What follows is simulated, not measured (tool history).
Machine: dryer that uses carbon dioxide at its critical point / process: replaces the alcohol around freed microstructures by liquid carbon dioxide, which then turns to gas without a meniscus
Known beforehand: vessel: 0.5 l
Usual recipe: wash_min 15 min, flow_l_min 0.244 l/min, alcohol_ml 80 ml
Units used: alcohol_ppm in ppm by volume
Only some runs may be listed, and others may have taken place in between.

| run | hour | wash_min | flow_l_min | alcohol_ml | alcohol_ppm |
|---|---|---|---|---|---|
| 1 | 0 | 15 | 0.244 | 80 | 611 |
| 2 | 31.1 | 15 | 0.349 | 80 | 171 |
| 3 | 90.7 | 15 | 0.349 | 80 | 68 |
| 4 | 143.1 | 11 | 0.244 | 80 | 2723 |
| 5 | 196.3 | 11 | 0.244 | 80 | 1589 |
| 6 | 232.6 | 11 | 0.244 | 80 | 1670 |
| 7 | 292.1 | 9 | 0.182 | 80 | 10168 |
| 8 | 320.9 | 12 | 0.182 | 80 | 4172 |
| 9 | 379.3 | 22 | 0.335 | 80 | 44 |
| 10 | 434.4 | 22 | 0.335 | 80 | 50 |
| 11 | 462.2 | 11 | 0.244 | 71 | 1905 |

Removed from this log: 2 entries logged between the listed runs. Between which two listed runs does each belong, and how does the tool's hidden state at the listed run before it compare with that at the listed run after it?
Runs 2 to 3: purifier's bed changed (hour 44.6)
  flow that reaches the vessel past the clogged filter, %: 90.8 -> 89.3; alcohol in the recycled carbon dioxide, ppm: 142.9 -> 11.2
  measured minus no-state result, alcohol_ppm: +160 -> +34 ppm by volume
Runs 4 to 5: inlet filter changed (hour 179.8)
  flow that reaches the vessel past the clogged filter, %: 88 -> 99.5; alcohol in the recycled carbon dioxide, ppm: 17.8 -> 24.2
  measured minus no-state result, alcohol_ppm: +1168 -> +56 ppm by volume

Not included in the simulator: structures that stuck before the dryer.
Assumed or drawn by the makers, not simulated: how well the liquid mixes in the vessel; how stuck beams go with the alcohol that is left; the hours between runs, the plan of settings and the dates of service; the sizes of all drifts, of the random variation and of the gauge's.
